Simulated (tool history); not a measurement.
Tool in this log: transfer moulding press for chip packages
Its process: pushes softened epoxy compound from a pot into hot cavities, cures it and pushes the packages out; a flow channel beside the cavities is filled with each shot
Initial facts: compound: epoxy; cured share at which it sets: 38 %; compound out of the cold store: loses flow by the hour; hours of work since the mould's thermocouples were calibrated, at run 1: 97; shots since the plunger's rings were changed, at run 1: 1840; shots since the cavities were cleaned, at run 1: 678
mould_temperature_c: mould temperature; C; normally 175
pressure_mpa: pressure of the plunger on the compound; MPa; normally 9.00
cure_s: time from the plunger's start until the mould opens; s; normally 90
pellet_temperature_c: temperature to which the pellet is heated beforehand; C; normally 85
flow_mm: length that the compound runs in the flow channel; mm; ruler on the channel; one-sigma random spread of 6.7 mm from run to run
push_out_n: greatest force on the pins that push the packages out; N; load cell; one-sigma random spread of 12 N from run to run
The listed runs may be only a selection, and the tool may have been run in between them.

run	day	mould_temperature_c	pressure_mpa	cure_s	pellet_temperature_c	hours of work since the mould's thermocouples were calibrated	shots since the plunger's rings were changed	shots since the cavities were cleaned	incoming compound's hours out of the cold store	flow_mm	push_out_n
1	0.000	175	9.00	90	85	97	1840	678	16.5	739	898
# day 1.396: cavities cleaned with cleaning compound and waxed
2	3.050	175	9.00	90	85	127	2483	356	13.7	732	777
# day 5.917: cavities cleaned with cleaning compound and waxed
3	5.917	175	9.00	90	85	156	3088	0	38.2	663	556
4	8.100	175	9.00	90	85	178	3559	471	34.2	660	809
# day 10.600: cavities cleaned with cleaning compound and waxed
5	10.912	175	9.00	90	85	206	4151	67	43.6	636	593
6	14.458	175	9.00	92	85	242	4915	831	21.6	680	872
# day 15.254: cavities cleaned with cleaning compound and waxed
7	17.138	175	9.00	105	85	268	5479	406	37.7	637	635
# day 19.804: cavities cleaned with cleaning compound and waxed
8	19.804	181	9.00	90	85	295	6040	0	12.0	682	460
# day 20.792: plunger's sealing rings changed
9	22.404	175	9.00	90	85	320	347	537	28.6	711	821
10	23.983	175	9.00	90	85	336	688	878	35.0	702	903
# day 24.346: cavities cleaned with cleaning compound and waxed
# day 25.242: mould's thermocouples calibrated
11	25.967	175	9.00	90	85	7	1084	331	10.0	763	778
12	27.888	175	9.00	90	85	27	1498	745	27.4	704	833
# day 28.938: cavities cleaned with cleaning compound and waxed
13	31.325	175	9.00	90	85	61	2225	514	31.5	699	777
# day 33.450: cavities cleaned with cleaning compound and waxed
14	34.288	175	9.00	90	85	90	2850	180	25.7	699	701
15	37.625	175	8.77	90	80	124	3569	899	23.0	691	924
# day 37.858: cavities cleaned with cleaning compound and waxed
16	39.288	175	10.65	115	85	140	3914	308	8.0	792	582
# day 42.342: cavities cleaned with cleaning compound and waxed
17	42.617	175	10.65	115	85	173	4618	59	20.5	767	466
18	45.729	174	10.65	115	85	205	5289	730	23.1	746	644
# day 46.892: cavities cleaned with cleaning compound and waxed
19	47.325	174	10.65	115	85	220	5619	93	17.2	748	469
20	48.846	175	9.50	90	81	236	5947	421	10.3	729	837
# day 50.162: plunger's sealing rings changed
21	51.304	175	9.50	90	81	260	246	928	19.9	759	922
# day 51.617: cavities cleaned with cleaning compound and waxed
22	54.062	174	9.70	90	79	287	827	527	37.5	718	887
# day 56.312: cavities cleaned with cleaning compound and waxed
23	56.917	174	9.70	90	79	315	1429	131	33.7	720	708
# day 60.125: mould's thermocouples calibrated
24	60.192	174	9.70	90	79	1	2116	818	17.6	750	948
# day 60.875: cavities cleaned with cleaning compound and waxed
25	62.212	174	9.70	90	79	20	2538	288	39.5	692	740
26	64.662	174	9.70	90	79	45	3066	816	15.6	754	976
# day 65.292: cavities cleaned with cleaning compound and waxed
27	67.704	174	9.70	90	79	75	3708	520	33.4	698	873

Measured result minus the same run's result without the hidden state. Both carry the same run-to-run variation, though not necessarily the same gauge scatter:
Hidden state present: true mould temperature over the reading, C; pressure that reaches the compound, % of what is set; grip of the stained cavities, % over clean ones'; drift of the gauge itself on flow_mm, %; drift of the gauge itself on push_out_n, %.
run	flow_mm	push_out_n
1	-21	+313
2	-28	+208
3	-33	+17
4	-38	+253
5	-44	+66
6	-57	+333
7	-60	+175
8	-72	+15
9	-3	+276
10	-6	+355
11	-14	+191
12	-17	+290
13	-24	+243
14	-31	+127
15	-39	+345
16	-51	+147
17	-58	+39
18	-66	+227
19	-72	+50
20	-75	+246
21	-4	+359
22	-11	+289
23	-18	+116
24	-28	+336
25	-31	+163
26	-40	+351
27	-46	+263
